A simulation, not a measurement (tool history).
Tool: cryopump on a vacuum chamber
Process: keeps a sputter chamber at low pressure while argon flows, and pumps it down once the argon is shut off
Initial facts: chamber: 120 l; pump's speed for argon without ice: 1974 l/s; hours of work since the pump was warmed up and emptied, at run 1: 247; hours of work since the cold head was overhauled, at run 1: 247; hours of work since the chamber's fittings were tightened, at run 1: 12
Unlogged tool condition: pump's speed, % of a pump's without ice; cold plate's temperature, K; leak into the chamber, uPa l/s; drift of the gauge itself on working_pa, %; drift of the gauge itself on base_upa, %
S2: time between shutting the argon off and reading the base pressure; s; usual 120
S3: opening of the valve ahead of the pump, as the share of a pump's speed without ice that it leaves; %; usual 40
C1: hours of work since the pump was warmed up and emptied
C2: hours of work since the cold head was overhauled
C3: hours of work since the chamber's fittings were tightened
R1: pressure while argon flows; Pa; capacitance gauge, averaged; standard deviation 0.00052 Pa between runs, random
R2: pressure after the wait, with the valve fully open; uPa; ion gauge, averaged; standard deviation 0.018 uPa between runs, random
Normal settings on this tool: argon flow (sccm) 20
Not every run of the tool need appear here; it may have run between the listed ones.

Run 1, hour 0: usual settings; C1 247; C2 247; C3 12. Result: R1 0.0444 Pa, R2 0.77 uPa.
Run 2, hour 19.2: usual settings; C1 255; C2 255; C3 20. Result: R1 0.0459 Pa, R2 0.78 uPa.
Run 3, hour 54.4: usual settings but S3 17 %; C1 269; C2 269; C3 34. Result: R1 0.1043 Pa, R2 0.78 uPa.
Run 4, hour 94.3: usual settings; C1 285; C2 285; C3 50. Result: R1 0.0459 Pa, R2 0.78 uPa.
Run 5, hour 120.4: usual settings but S3 18 %; C1 295; C2 295; C3 61. Result: R1 0.0981 Pa, R2 0.77 uPa.
Run 6, hour 156.5: usual settings but S3 18 %; C1 310; C2 310; C3 75. Result: R1 0.0983 Pa, R2 0.8 uPa.
Run 7, hour 180.6: usual settings; C1 320; C2 320; C3 85. Result: R1 0.0459 Pa, R2 0.82 uPa.
Run 8, hour 213.7: usual settings; C1 333; C2 333; C3 98. Result: R1 0.046 Pa, R2 0.82 uPa.
Run 9, hour 250.3: usual settings; C1 348; C2 348; C3 113. Result: R1 0.0474 Pa, R2 0.82 uPa.
Run 10, hour 269.9: usual settings; C1 356; C2 356; C3 121. Result: R1 0.0456 Pa, R2 0.78 uPa.
Run 11, hour 305.3: usual settings; C1 370; C2 370; C3 135. Result: R1 0.0461 Pa, R2 0.83 uPa.
Run 12, hour 325.3: usual settings but S3 19 %; C1 378; C2 378; C3 143. Result: R1 0.0947 Pa, R2 0.82 uPa.
Run 13, hour 358.5: usual settings but S3 19 %; C1 391; C2 391; C3 157. Result: R1 0.0933 Pa, R2 0.84 uPa.
Run 14, hour 396.8: usual settings but argon flow (sccm) 16, S2 34 s, S3 23 %; C1 407; C2 407; C3 172. Result: R1 0.063 Pa, R2 2.35 uPa.
Run 15, hour 416.9: usual settings but argon flow (sccm) 16, S2 34 s, S3 23 %; C1 415; C2 415; C3 180. Result: R1 0.0644 Pa, R2 2.26 uPa.
Run 16, hour 440.1: usual settings but argon flow (sccm) 17, S2 248 s, S3 48 %; C1 424; C2 424; C3 190. Result: R1 0.0334 Pa, R2 0.52 uPa.
Run 17, hour 477.4: usual settings but argon flow (sccm) 35, S2 49 s, S3 59 %; C1 439; C2 439; C3 205. Result: R1 0.0594 Pa, R2 1.68 uPa.
Run 18, hour 519.2: usual settings but argon flow (sccm) 8, S2 23 s, S3 27 %; C1 456; C2 456; C3 222. Result: R1 0.0277 Pa, R2 3.31 uPa.
Run 19, hour 536.6: usual settings but argon flow (sccm) 8, S2 23 s, S3 27 %; C1 463; C2 463; C3 229. Result: R1 0.0276 Pa, R2 3.31 uPa.
Run 20, hour 574.3: usual settings but argon flow (sccm) 32, S2 168 s, S3 44 %; C1 479; C2 479; C3 244. Result: R1 0.0718 Pa, R2 0.68 uPa.
Run 21, hour 604.8: usual settings but S2 182 s; C1 491; C2 491; C3 256. Result: R1 0.0482 Pa, R2 0.64 uPa.
Run 22, hour 641.4: usual settings but S2 182 s; C1 506; C2 506; C3 271. Result: R1 0.0491 Pa, R2 0.66 uPa.
Run 23, hour 681: usual settings but argon flow (sccm) 21, S2 182 s; C1 522; C2 522; C3 287. Result: R1 0.0521 Pa, R2 0.68 uPa.
Run 24, hour 714.9: usual settings but argon flow (sccm) 21, S2 182 s; C1 535; C2 535; C3 301. Result: R1 0.0518 Pa, R2 0.67 uPa.
Run 25, hour 755.5: usual settings but argon flow (sccm) 14, S2 182 s, S3 20 %; C1 552; C2 552; C3 317. Result: R1 0.0648 Pa, R2 0.71 uPa.
Run 26, hour 785.9: usual settings but argon flow (sccm) 14, S2 182 s, S3 20 %; C1 564; C2 564; C3 329. Result: R1 0.0645 Pa, R2 0.71 uPa.

Below, some changes in R1 between adjacent runs. For each, the amount present without the hidden state too (settings, incoming material, random variation) and the amount remaining for the hidden state with gauge scatter not shared by both compared results:
Run 2 -> 3: S3 40 -> 17. R1 +0.0584 Pa: hidden state +0.0001, all else +0.0583.
Run 3 -> 4: S3 17 -> 40. R1 -0.0584 Pa: hidden state +0.0003, all else -0.0587.
Run 17 -> 18: argon flow (sccm) 35 -> 8, S2 49 -> 23, S3 59 -> 27. R1 -0.0317 Pa: hidden state -0.0067, all else -0.025.
Run 19 -> 20: argon flow (sccm) 8 -> 32, S2 23 -> 168, S3 27 -> 44. R1 +0.0442 Pa: hidden state +0.0071, all else +0.0371.
